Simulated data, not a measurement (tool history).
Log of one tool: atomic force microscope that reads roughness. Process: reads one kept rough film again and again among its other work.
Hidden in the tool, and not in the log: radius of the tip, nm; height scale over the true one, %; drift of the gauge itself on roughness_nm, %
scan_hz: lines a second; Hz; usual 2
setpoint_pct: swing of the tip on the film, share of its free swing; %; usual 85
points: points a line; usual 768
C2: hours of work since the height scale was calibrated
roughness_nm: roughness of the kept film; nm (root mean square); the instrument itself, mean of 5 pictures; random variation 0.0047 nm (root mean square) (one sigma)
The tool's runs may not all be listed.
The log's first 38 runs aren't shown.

Run 39, hour 551.3: usual settings but scan_hz 3.73 Hz, setpoint_pct 62 %; pictures with this tip 296; C2 104. Result: roughness_nm 2.501 nm (root mean square).
Run 40, hour 560.1: usual settings but scan_hz 1.81 Hz, setpoint_pct 84 %, points 557; pictures with this tip 313; C2 109. Result: roughness_nm 2.421 nm (root mean square).
Run 41, hour 572.7: usual settings but scan_hz 2.8 Hz, setpoint_pct 68 %, points 568; pictures with this tip 337; C2 116. Result: roughness_nm 2.486 nm (root mean square).
At hour 587.1: new tip fitted.
Run 42, hour 593.2: usual settings but scan_hz 2.84 Hz, setpoint_pct 57 %; pictures with this tip 12; C2 128. Result: roughness_nm 2.612 nm (root mean square).
Run 43, hour 604.3: usual settings but scan_hz 0.87 Hz, setpoint_pct 70 %; pictures with this tip 34; C2 135. Result: roughness_nm 2.624 nm (root mean square).
Run 44, hour 613.6: usual settings but scan_hz 0.79 Hz, setpoint_pct 68 %, points 262; pictures with this tip 52; C2 140. Result: roughness_nm 2.626 nm (root mean square).
Run 45, hour 624.3: usual settings but scan_hz 0.79 Hz, setpoint_pct 81 %, points 701; pictures with this tip 73; C2 147. Result: roughness_nm 2.598 nm (root mean square).
Run 46, hour 641.7: usual settings but scan_hz 0.79 Hz, setpoint_pct 72 %, points 614; pictures with this tip 106; C2 157. Result: roughness_nm 2.615 nm (root mean square).
Run 47, hour 656.3: usual settings but scan_hz 0.79 Hz, setpoint_pct 72 %, points 614; pictures with this tip 135; C2 166. Result: roughness_nm 2.617 nm (root mean square).

Forecast each of these 3 alternatives for the next run:
Run A, hour 676.3: usual settings but scan_hz 0.54 Hz; pictures with this tip 173; C2 177. Result: roughness_nm ?.
Run B, hour 676.3: usual settings but scan_hz 0.79 Hz, setpoint_pct 72 %, points 632; pictures with this tip 173; C2 177. Result: roughness_nm ?.
Run C, hour 676.3: usual settings but scan_hz 3.99 Hz, setpoint_pct 57 %, points 649; pictures with this tip 173; C2 177. Result: roughness_nm ?.

run  roughness_nm
  A         2.577
  B         2.616
  C         2.546
Without the tool's hidden state the same runs would have given:
run  roughness_nm
  A         2.606
  B         2.646
  C         2.575
